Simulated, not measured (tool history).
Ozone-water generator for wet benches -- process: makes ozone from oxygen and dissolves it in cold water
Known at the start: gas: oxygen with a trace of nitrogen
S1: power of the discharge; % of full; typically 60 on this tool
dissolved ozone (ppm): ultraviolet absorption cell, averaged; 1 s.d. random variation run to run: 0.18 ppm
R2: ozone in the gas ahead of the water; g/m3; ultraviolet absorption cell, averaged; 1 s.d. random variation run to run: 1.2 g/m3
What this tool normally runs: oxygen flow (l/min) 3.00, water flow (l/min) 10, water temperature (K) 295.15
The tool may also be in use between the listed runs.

Run 1, day 0.000: usual settings. Result: dissolved ozone (ppm) 24.8, R2 203.2 g/m3.
Run 2, day 2.546: usual settings. Result: dissolved ozone (ppm) 24.7, R2 203.7 g/m3.
Run 3, day 7.175: usual settings. Result: dissolved ozone (ppm) 24.5, R2 205.0 g/m3.
Run 4, day 12.400: usual settings. Result: dissolved ozone (ppm) 24.6, R2 206.3 g/m3.
Run 5, day 17.654: usual settings. Result: dissolved ozone (ppm) 24.9, R2 202.2 g/m3.
Run 6, day 20.412: usual settings. Result: dissolved ozone (ppm) 24.4, R2 202.6 g/m3.
Run 7, day 25.292: usual settings but S1 50 % of full. Result: dissolved ozone (ppm) 20.8, R2 172.5 g/m3.
At day 25.879: contactor cleaned.
Run 8, day 29.758: usual settings but S1 50 % of full. Result: dissolved ozone (ppm) 20.8, R2 172.1 g/m3.
Run 9, day 34.908: usual settings but S1 71 % of full, oxygen flow (l/min) 3.71. Result: dissolved ozone (ppm) 28.6, R2 217.5 g/m3.
Run 10, day 38.588: usual settings but S1 92 % of full, oxygen flow (l/min) 2.20, water flow (l/min) 7, water temperature (K) 288.15. Result: dissolved ozone (ppm) 46.7, R2 319.1 g/m3.
Run 11, day 42.196: usual settings but S1 92 % of full, oxygen flow (l/min) 2.20, water flow (l/min) 7, water temperature (K) 288.15. Result: dissolved ozone (ppm) 46.5, R2 323.2 g/m3.
Run 12, day 44.475: usual settings but oxygen flow (l/min) 3.03, water flow (l/min) 12. Result: dissolved ozone (ppm) 21.1, R2 200.6 g/m3.
Run 13, day 48.029: usual settings but S1 89 % of full, oxygen flow (l/min) 3.03, water flow (l/min) 6. Result: dissolved ozone (ppm) 44.9, R2 281.2 g/m3.
Run 14, day 52.362: usual settings but S1 89 % of full, oxygen flow (l/min) 3.30, water flow (l/min) 6. Result: dissolved ozone (ppm) 44.8, R2 272.2 g/m3.

Below are 3 alternative next runs, each starting from the tool's condition after run 14. Predict each:
Run A, day 54.875: usual settings but S1 49 % of full, oxygen flow (l/min) 3.40, water temperature (K) 293.15. Result: dissolved ozone (ppm) ?, R2 ?.
Run B, day 54.875: usual settings but S1 89 % of full, oxygen flow (l/min) 2.79, water flow (l/min) 7. Result: dissolved ozone (ppm) ?, R2 ?.
Run C, day 54.875: usual settings but S1 43 % of full, oxygen flow (l/min) 1.90, water flow (l/min) 6. Result: dissolved ozone (ppm) ?, R2 ?.

run  dissolved ozone (ppm)     R2
  A                   21.0  160.1
  B                   40.9  289.2
  C                   23.2  176.7
Without the tool's hidden state the same runs would have given:
run  dissolved ozone (ppm)     R2
  A                   22.2  164.6
  B                   44.0  303.6
  C                   24.3  180.9
